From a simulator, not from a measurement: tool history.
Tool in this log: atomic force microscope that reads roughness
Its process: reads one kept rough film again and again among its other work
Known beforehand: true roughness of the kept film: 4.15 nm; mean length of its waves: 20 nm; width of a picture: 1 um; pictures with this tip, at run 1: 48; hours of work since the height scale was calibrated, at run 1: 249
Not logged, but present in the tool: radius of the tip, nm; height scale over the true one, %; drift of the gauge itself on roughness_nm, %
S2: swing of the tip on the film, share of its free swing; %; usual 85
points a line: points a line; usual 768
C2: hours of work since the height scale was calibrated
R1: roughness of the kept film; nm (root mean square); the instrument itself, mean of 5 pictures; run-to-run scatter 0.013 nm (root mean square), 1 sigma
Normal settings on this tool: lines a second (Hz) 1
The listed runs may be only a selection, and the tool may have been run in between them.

{"run": 1, "day": 0.0, "lines a second (Hz)": 1, "S2": 85, "points a line": 768, "pictures with this tip": 48, "C2": 249, "R1": 2.886}
{"run": 2, "day": 1.179, "lines a second (Hz)": 1, "S2": 85, "points a line": 768, "pictures with this tip": 70, "C2": 263, "R1": 2.776}
{"run": 3, "day": 2.367, "lines a second (Hz)": 1, "S2": 85, "points a line": 768, "pictures with this tip": 92, "C2": 276, "R1": 2.67}
{"run": 4, "day": 3.579, "lines a second (Hz)": 1, "S2": 85, "points a line": 768, "pictures with this tip": 114, "C2": 290, "R1": 2.549}
{"day": 3.779, "done": "new tip fitted"}
{"run": 5, "day": 4.746, "lines a second (Hz)": 1, "S2": 85, "points a line": 768, "pictures with this tip": 18, "C2": 303, "R1": 3.048}
{"run": 6, "day": 5.617, "lines a second (Hz)": 1, "S2": 85, "points a line": 768, "pictures with this tip": 34, "C2": 313, "R1": 2.967}
{"run": 7, "day": 6.421, "lines a second (Hz)": 1, "S2": 85, "points a line": 768, "pictures with this tip": 49, "C2": 322, "R1": 2.871}
{"run": 8, "day": 7.421, "lines a second (Hz)": 1.85, "S2": 66, "points a line": 647, "pictures with this tip": 67, "C2": 334, "R1": 2.812}
{"run": 9, "day": 8.517, "lines a second (Hz)": 1, "S2": 85, "points a line": 328, "pictures with this tip": 88, "C2": 346, "R1": 2.606}
{"run": 10, "day": 9.675, "lines a second (Hz)": 1, "S2": 85, "points a line": 328, "pictures with this tip": 109, "C2": 359, "R1": 2.512}
{"day": 10.104, "done": "new tip fitted"}
{"run": 11, "day": 10.725, "lines a second (Hz)": 2.77, "S2": 71, "points a line": 768, "pictures with this tip": 11, "C2": 371, "R1": 3.028}
{"run": 12, "day": 11.533, "lines a second (Hz)": 0.61, "S2": 61, "points a line": 887, "pictures with this tip": 26, "C2": 380, "R1": 3.215}
{"run": 13, "day": 12.692, "lines a second (Hz)": 0.52, "S2": 60, "points a line": 759, "pictures with this tip": 47, "C2": 394, "R1": 3.061}

Alternative continuations, all from the tool just after run 13; predict every row:
{"run": "A", "day": 13.304, "lines a second (Hz)": 0.52, "S2": 61, "points a line": 385, "pictures with this tip": 59, "C2": 400, "R1": "?"}
{"run": "B", "day": 13.304, "lines a second (Hz)": 1, "S2": 74, "points a line": 768, "pictures with this tip": 59, "C2": 400, "R1": "?"}
{"run": "C", "day": 13.304, "lines a second (Hz)": 1.28, "S2": 55, "points a line": 759, "pictures with this tip": 59, "C2": 400, "R1": "?"}

run=A R1=2.985
run=B R1=2.915
run=C R1=2.961
The same runs, with their run-to-run variation unchanged, on a tool lacking any hidden condition would have given:
run=A R1=3.375
run=B R1=3.295
run=C R1=3.348

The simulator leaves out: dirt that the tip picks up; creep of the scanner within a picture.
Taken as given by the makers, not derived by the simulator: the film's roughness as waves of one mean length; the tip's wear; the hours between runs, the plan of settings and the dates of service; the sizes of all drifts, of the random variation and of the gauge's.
